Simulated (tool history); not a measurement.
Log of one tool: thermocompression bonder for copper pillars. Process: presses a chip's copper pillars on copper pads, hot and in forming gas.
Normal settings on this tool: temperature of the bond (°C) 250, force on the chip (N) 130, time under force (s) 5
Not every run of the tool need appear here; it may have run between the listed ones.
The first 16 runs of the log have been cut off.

run	hour	temperature of the bond (°C)	force on the chip (N)	time under force (s)	force that shears a chip off (N)
# hour 506.2: forming gas filter changed
17	529.6	250	130	3	74.5
18	562.6	250	130	6	93.4
19	590.1	250	130	6	93
20	621.2	250	130	6	93.2
21	645.9	250	130	6	92.8
22	665.9	270	145	5	107.5
23	705.6	236	109	5	68.5
24	733.8	236	109	5	69.1
25	755.2	236	109	5	68.5
26	775.3	221	130	5	65.4
27	822	250	80	5	64.7
28	868.5	262	134	4	90.3
29	889.9	222	107	13	81
# hour 900.2: forming gas filter changed
30	916	222	107	13	82.8
31	957.9	254	108	4	75.9
32	994.4	254	108	4	76.3
33	1025.6	254	108	4	76.2
34	1066.3	254	108	4	75.5
35	1086	278	133	5	107.2

Alternative continuations, all from the tool just after run 35; predict every row:
A	1106.1	246	150	5	?
B	1106.1	250	130	3	?
C	1106.1	272	94	12	?

run	force that shears a chip off (N)
A	91
B	73
C	110.4
Take away the tool's hidden state, keep each run's random variation, and the runs would have read:
run	force that shears a chip off (N)
A	90.9
B	72.8
C	110.5
